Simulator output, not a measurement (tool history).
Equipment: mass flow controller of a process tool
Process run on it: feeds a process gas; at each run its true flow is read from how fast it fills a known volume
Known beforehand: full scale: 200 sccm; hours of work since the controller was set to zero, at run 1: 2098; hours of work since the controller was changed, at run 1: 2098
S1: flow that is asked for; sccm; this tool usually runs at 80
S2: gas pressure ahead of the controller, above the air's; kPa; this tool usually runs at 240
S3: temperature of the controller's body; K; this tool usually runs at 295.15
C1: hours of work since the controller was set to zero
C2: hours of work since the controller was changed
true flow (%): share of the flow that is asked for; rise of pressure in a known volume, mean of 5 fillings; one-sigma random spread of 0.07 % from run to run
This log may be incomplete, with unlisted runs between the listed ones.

run 1 day=0 | S1=80 S2=240 S3=295.15 | C1=2098 C2=2098 | true_flow_(%)=99.66
run 2 day=8.221 | S1=80 S2=240 S3=295.15 | C1=2166 C2=2166 | true_flow_(%)=99.66
run 3 day=17.008 | S1=80 S2=240 S3=295.15 | C1=2239 C2=2239 | true_flow_(%)=99.78
run 4 day=32.862 | S1=80 S2=240 S3=295.15 | C1=2370 C2=2370 | true_flow_(%)=99.58
run 5 day=41.683 | S1=80 S2=240 S3=295.15 | C1=2443 C2=2443 | true_flow_(%)=99.64
run 6 day=51.4 | S1=80 S2=240 S3=295.15 | C1=2523 C2=2523 | true_flow_(%)=99.71
run 7 day=69.546 | S1=80 S2=240 S3=295.15 | C1=2673 C2=2673 | true_flow_(%)=99.92
run 8 day=81.179 | S1=80 S2=240 S3=295.15 | C1=2769 C2=2769 | true_flow_(%)=100.01
run 9 day=99.942 | S1=80 S2=260 S3=295.15 | C1=2924 C2=2924 | true_flow_(%)=100.01
run 10 day=114.05 | S1=80 S2=260 S3=295.15 | C1=3041 C2=3041 | true_flow_(%)=100.06
run 11 day=122.521 | S1=80 S2=260 S3=295.15 | C1=3111 C2=3111 | true_flow_(%)=100.06
run 12 day=141.925 | S1=64 S2=240 S3=295.15 | C1=3271 C2=3271 | true_flow_(%)=100.03
run 13 day=159.767 | S1=77 S2=240 S3=295.15 | C1=3419 C2=3419 | true_flow_(%)=100.15
run 14 day=175.992 | S1=77 S2=240 S3=295.15 | C1=3553 C2=3553 | true_flow_(%)=100.2
run 15 day=194.579 | S1=77 S2=240 S3=295.15 | C1=3707 C2=3707 | true_flow_(%)=100.25
run 16 day=210.612 | S1=77 S2=240 S3=295.15 | C1=3839 C2=3839 | true_flow_(%)=100.3
run 17 day=219.779 | S1=77 S2=240 S3=295.15 | C1=3915 C2=3915 | true_flow_(%)=100.25
run 18 day=228.179 | S1=80 S2=240 S3=302.15 | C1=3984 C2=3984 | true_flow_(%)=100.92
run 19 day=238.108 | S1=80 S2=240 S3=302.15 | C1=4066 C2=4066 | true_flow_(%)=100.87
run 20 day=247.608 | S1=80 S2=240 S3=295.15 | C1=4145 C2=4145 | true_flow_(%)=100.43
run 21 day=267.288 | S1=80 S2=240 S3=295.15 | C1=4308 C2=4308 | true_flow_(%)=100.3
run 22 day=285.142 | S1=80 S2=240 S3=295.15 | C1=4455 C2=4455 | true_flow_(%)=100.7
run 23 day=300.196 | S1=80 S2=246 S3=299.15 | C1=4580 C2=4580 | true_flow_(%)=101.02
run 24 day=311.588 | S1=80 S2=180 S3=295.15 | C1=4674 C2=4674 | true_flow_(%)=100.55
run 25 day=320.029 | S1=29 S2=224 S3=307.15 | C1=4744 C2=4744 | true_flow_(%)=102.08
-- day=321.275 controller's zero set anew
run 26 day=339.85 | S1=80 S2=198 S3=300.15 | C1=154 C2=4907 | true_flow_(%)=101.35
run 27 day=349.604 | S1=80 S2=198 S3=300.15 | C1=234 C2=4988 | true_flow_(%)=101.46
run 28 day=367.079 | S1=80 S2=176 S3=297.15 | C1=379 C2=5132 | true_flow_(%)=101.2
run 29 day=384.271 | S1=80 S2=240 S3=294.15 | C1=521 C2=5275 | true_flow_(%)=101.01
run 30 day=400.021 | S1=38 S2=160 S3=307.15 | C1=651 C2=5405 | true_flow_(%)=102.68
run 31 day=416.404 | S1=32 S2=240 S3=297.15 | C1=786 C2=5540 | true_flow_(%)=102.36
run 32 day=435.908 | S1=59 S2=224 S3=303.15 | C1=948 C2=5701 | true_flow_(%)=102.1
-- day=443.833 controller's zero set anew, once more
run 33 day=452.888 | S1=59 S2=224 S3=303.15 | C1=75 C2=5842 | true_flow_(%)=100.94
run 34 day=463.488 | S1=22 S2=158 S3=301.15 | C1=162 C2=5929 | true_flow_(%)=100.58
-- day=470.679 controller exchanged for a calibrated one
run 35 day=481.825 | S1=22 S2=158 S3=301.15 | C1=92 C2=92 | true_flow_(%)=98.77
run 36 day=494.854 | S1=22 S2=158 S3=301.15 | C1=200 C2=200 | true_flow_(%)=98.75
run 37 day=510.742 | S1=143 S2=199 S3=299.15 | C1=331 C2=331 | true_flow_(%)=99.99
run 38 day=523.45 | S1=143 S2=199 S3=299.15 | C1=436 C2=436 | true_flow_(%)=99.79
run 39 day=539.45 | S1=21 S2=201 S3=299.15 | C1=569 C2=569 | true_flow_(%)=99.04
run 40 day=557.25 | S1=21 S2=147 S3=299.15 | C1=716 C2=716 | true_flow_(%)=99.07

Forecast each of these 5 alternatives for the next run:
run A day=569.733 | S1=85 S2=225 S3=304.15 | C1=819 C2=819 | true_flow_(%)=?
run B day=569.733 | S1=21 S2=177 S3=299.15 | C1=819 C2=819 | true_flow_(%)=?
run C day=569.733 | S1=80 S2=162 S3=295.15 | C1=819 C2=819 | true_flow_(%)=?
run D day=569.733 | S1=64 S2=240 S3=295.15 | C1=819 C2=819 | true_flow_(%)=?
run E day=569.733 | S1=78 S2=274 S3=295.15 | C1=819 C2=819 | true_flow_(%)=?

run=A true_flow_(%)=99.98
run=B true_flow_(%)=99.14
run=C true_flow_(%)=99.09
run=D true_flow_(%)=99.14
run=E true_flow_(%)=99.21
Without the tool's hidden state the same runs would have given:
run=A true_flow_(%)=99.44
run=B true_flow_(%)=98.3
run=C true_flow_(%)=98.54
run=D true_flow_(%)=98.57
run=E true_flow_(%)=98.66
